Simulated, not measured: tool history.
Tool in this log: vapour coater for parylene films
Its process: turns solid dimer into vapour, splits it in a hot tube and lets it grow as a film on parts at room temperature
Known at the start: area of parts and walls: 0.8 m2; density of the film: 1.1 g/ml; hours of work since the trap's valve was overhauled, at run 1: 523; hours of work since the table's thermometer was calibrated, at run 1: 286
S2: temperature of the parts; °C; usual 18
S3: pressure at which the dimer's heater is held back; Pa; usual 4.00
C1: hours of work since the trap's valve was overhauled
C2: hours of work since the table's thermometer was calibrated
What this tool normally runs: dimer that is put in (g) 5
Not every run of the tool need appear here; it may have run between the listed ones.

{"run": 1, "day": 0.0, "dimer that is put in (g)": 5, "S2": 18, "S3": 4.0, "C1": 523, "C2": 286, "thickness of the film (µm)": 3.24}
{"run": 2, "day": 0.617, "dimer that is put in (g)": 5, "S2": 18, "S3": 4.0, "C1": 530, "C2": 293, "thickness of the film (µm)": 3.24}
{"run": 3, "day": 1.496, "dimer that is put in (g)": 5, "S2": 18, "S3": 3.04, "C1": 539, "C2": 302, "thickness of the film (µm)": 3.36}
{"run": 4, "day": 2.138, "dimer that is put in (g)": 5, "S2": 18, "S3": 3.04, "C1": 546, "C2": 309, "thickness of the film (µm)": 3.35}
{"run": 5, "day": 3.338, "dimer that is put in (g)": 5, "S2": 18, "S3": 3.04, "C1": 558, "C2": 321, "thickness of the film (µm)": 3.3}
{"day": 3.867, "done": "trap's valve overhauled"}
{"run": 6, "day": 4.125, "dimer that is put in (g)": 5, "S2": 28, "S3": 3.04, "C1": 3, "C2": 328, "thickness of the film (µm)": 2.06}
{"run": 7, "day": 5.117, "dimer that is put in (g)": 5, "S2": 15, "S3": 4.0, "C1": 13, "C2": 338, "thickness of the film (µm)": 3.34}
{"run": 8, "day": 5.817, "dimer that is put in (g)": 5, "S2": 15, "S3": 4.0, "C1": 21, "C2": 346, "thickness of the film (µm)": 3.36}
{"day": 7.15, "done": "trap's valve overhauled, once more"}
{"run": 9, "day": 7.35, "dimer that is put in (g)": 5, "S2": 18, "S3": 3.19, "C1": 2, "C2": 360, "thickness of the film (µm)": 3.77}
{"run": 10, "day": 8.079, "dimer that is put in (g)": 5, "S2": 18, "S3": 3.19, "C1": 10, "C2": 368, "thickness of the film (µm)": 3.79}
{"run": 11, "day": 9.054, "dimer that is put in (g)": 5, "S2": 13, "S3": 3.19, "C1": 20, "C2": 378, "thickness of the film (µm)": 4.66}
{"run": 12, "day": 10.225, "dimer that is put in (g)": 5, "S2": 18, "S3": 4.0, "C1": 32, "C2": 391, "thickness of the film (µm)": 3.64}
{"run": 13, "day": 11.025, "dimer that is put in (g)": 5, "S2": 18, "S3": 4.0, "C1": 41, "C2": 399, "thickness of the film (µm)": 3.66}
{"run": 14, "day": 12.142, "dimer that is put in (g)": 5, "S2": 18, "S3": 4.0, "C1": 53, "C2": 411, "thickness of the film (µm)": 3.56}
{"run": 15, "day": 12.875, "dimer that is put in (g)": 5, "S2": 18, "S3": 4.0, "C1": 60, "C2": 419, "thickness of the film (µm)": 3.53}
{"run": 16, "day": 13.625, "dimer that is put in (g)": 5, "S2": 18, "S3": 4.0, "C1": 68, "C2": 426, "thickness of the film (µm)": 3.59}
{"run": 17, "day": 14.975, "dimer that is put in (g)": 5, "S2": 18, "S3": 8.66, "C1": 83, "C2": 441, "thickness of the film (µm)": 3.16}
{"run": 18, "day": 16.083, "dimer that is put in (g)": 5, "S2": 18, "S3": 8.66, "C1": 94, "C2": 452, "thickness of the film (µm)": 3.17}
{"run": 19, "day": 17.279, "dimer that is put in (g)": 5, "S2": 18, "S3": 8.66, "C1": 107, "C2": 465, "thickness of the film (µm)": 3.16}
{"run": 20, "day": 18.458, "dimer that is put in (g)": 5, "S2": 18, "S3": 8.66, "C1": 119, "C2": 477, "thickness of the film (µm)": 3.17}
{"run": 21, "day": 19.2, "dimer that is put in (g)": 5, "S2": 18, "S3": 8.66, "C1": 127, "C2": 485, "thickness of the film (µm)": 3.08}
{"run": 22, "day": 20.029, "dimer that is put in (g)": 5, "S2": 29, "S3": 7.26, "C1": 136, "C2": 494, "thickness of the film (µm)": 2.05}
{"run": 23, "day": 20.812, "dimer that is put in (g)": 9, "S2": 18, "S3": 4.0, "C1": 144, "C2": 502, "thickness of the film (µm)": 6.34}
{"run": 24, "day": 21.579, "dimer that is put in (g)": 5, "S2": 18, "S3": 2.03, "C1": 152, "C2": 510, "thickness of the film (µm)": 3.89}
{"run": 25, "day": 22.317, "dimer that is put in (g)": 5, "S2": 18, "S3": 2.03, "C1": 160, "C2": 518, "thickness of the film (µm)": 3.85}
{"run": 26, "day": 23.204, "dimer that is put in (g)": 5, "S2": 18, "S3": 2.03, "C1": 170, "C2": 528, "thickness of the film (µm)": 3.89}
{"run": 27, "day": 24.575, "dimer that is put in (g)": 2, "S2": 18, "S3": 2.82, "C1": 184, "C2": 542, "thickness of the film (µm)": 1.46}
{"run": 28, "day": 25.688, "dimer that is put in (g)": 3, "S2": 17, "S3": 5.3, "C1": 196, "C2": 554, "thickness of the film (µm)": 2.07}
{"run": 29, "day": 26.342, "dimer that is put in (g)": 4, "S2": 18, "S3": 3.18, "C1": 203, "C2": 561, "thickness of the film (µm)": 2.83}
{"run": 30, "day": 27.521, "dimer that is put in (g)": 4, "S2": 18, "S3": 3.18, "C1": 215, "C2": 573, "thickness of the film (µm)": 2.87}
{"run": 31, "day": 28.625, "dimer that is put in (g)": 4, "S2": 18, "S3": 3.18, "C1": 227, "C2": 585, "thickness of the film (µm)": 2.83}
{"run": 32, "day": 29.621, "dimer that is put in (g)": 9, "S2": 12, "S3": 2.12, "C1": 237, "C2": 595, "thickness of the film (µm)": 8.58}
{"run": 33, "day": 30.858, "dimer that is put in (g)": 6, "S2": 23, "S3": 8.54, "C1": 250, "C2": 608, "thickness of the film (µm)": 3.07}

How would selected steps in thickness of the film (µm) from run to run divide? Give the signed amount a tool lacking its hidden state would still show from settings, what came in and random variation, and the signed amount left for the hidden state, including any gauge scatter that is not in both of the compared results.
The tool's hidden condition here consists of: vapour lost through the trap's worn valve, %; true temperature of the parts over the reading, C; drift of the gauge itself on film_um, %.
Run 8 -> 9: S2 15 -> 18, S3 4.00 -> 3.19, trap's valve overhauled, once more. thickness of the film (µm) +0.41: hidden state +0.77, all else -0.36.
Run 22 -> 23: dimer that is put in (g) 5 -> 9, S2 29 -> 18, S3 7.26 -> 4.00. thickness of the film (µm) +4.29: hidden state -0.24, all else +4.53.
Run 31 -> 32: dimer that is put in (g) 4 -> 9, S2 18 -> 12, S3 3.18 -> 2.12. thickness of the film (µm) +5.75: hidden state -0.46, all else +6.21.
Run 32 -> 33: dimer that is put in (g) 9 -> 6, S2 12 -> 23, S3 2.12 -> 8.54. thickness of the film (µm) -5.51: hidden state +0.43, all else -5.94.
